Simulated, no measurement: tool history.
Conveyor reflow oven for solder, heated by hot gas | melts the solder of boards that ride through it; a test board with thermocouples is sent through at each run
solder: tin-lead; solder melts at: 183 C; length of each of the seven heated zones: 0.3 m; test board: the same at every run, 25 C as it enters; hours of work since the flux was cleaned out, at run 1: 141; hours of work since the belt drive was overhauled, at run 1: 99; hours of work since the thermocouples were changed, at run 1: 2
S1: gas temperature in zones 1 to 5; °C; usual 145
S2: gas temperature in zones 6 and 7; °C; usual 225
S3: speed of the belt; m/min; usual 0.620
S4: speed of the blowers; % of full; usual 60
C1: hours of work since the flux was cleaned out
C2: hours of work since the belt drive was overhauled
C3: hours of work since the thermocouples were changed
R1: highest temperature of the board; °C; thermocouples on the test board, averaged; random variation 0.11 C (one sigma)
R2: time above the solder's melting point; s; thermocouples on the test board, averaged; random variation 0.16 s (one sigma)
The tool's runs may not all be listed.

run  hour   S1   S2     S3  S4   C1   C2  C3     R1    R2
  1   0.0  145  225  0.620  60  141   99   2  211.1  41.8
  2   6.5  145  225  0.620  56  144  102   5  209.8  40.6
  3  14.9  145  225  0.629  60  149  107  10  210.5  40.7
  4  21.7  135  225  0.629  60  152  110  13  208.8  36.5
     26.5  -- belt drive overhauled, speed set with a stopwatch
  5  29.9  135  225  0.629  60  155    2  15  208.7  36.4
  6  36.9  135  225  0.702  60  158    6  19  205.3  29.3
  7  45.2  135  225  0.702  68  163   10  24  207.5  31.9
  8  53.9  154  225  0.731  56  168   15  28  206.7  34.1
  9  61.1  140  225  0.690  56  171   18  32  205.4  31.4
 10  68.0  140  225  0.690  56  175   22  36  205.2  31.0
     75.8  -- belt drive overhauled, speed set with a stopwatch, once more
 11  80.1  140  225  0.690  56  179    2  40  205.2  31.0
 12  86.6  144  232  0.665  57  183    6  44  213.6  39.7

Forecast each of these 4 alternatives for the next run:
  A  93.3  144  215  0.710  86  186   9  47   ?   ?
  B  93.3  144  232  0.665  61  186   9  47   ?   ?
  C  93.3  150  225  0.590  60  186   9  47   ?   ?
  D  93.3  136  218  0.727  60  186   9  47   ?   ?

run     R1    R2
  A  204.3  32.8
  B  214.9  40.4
  C  212.9  47.3
  D  198.5  22.4
Without the tool's hidden state the same runs would have given:
run     R1    R2
  A  204.8  33.3
  B  215.4  40.7
  C  213.2  47.5
  D  199.1  23.1

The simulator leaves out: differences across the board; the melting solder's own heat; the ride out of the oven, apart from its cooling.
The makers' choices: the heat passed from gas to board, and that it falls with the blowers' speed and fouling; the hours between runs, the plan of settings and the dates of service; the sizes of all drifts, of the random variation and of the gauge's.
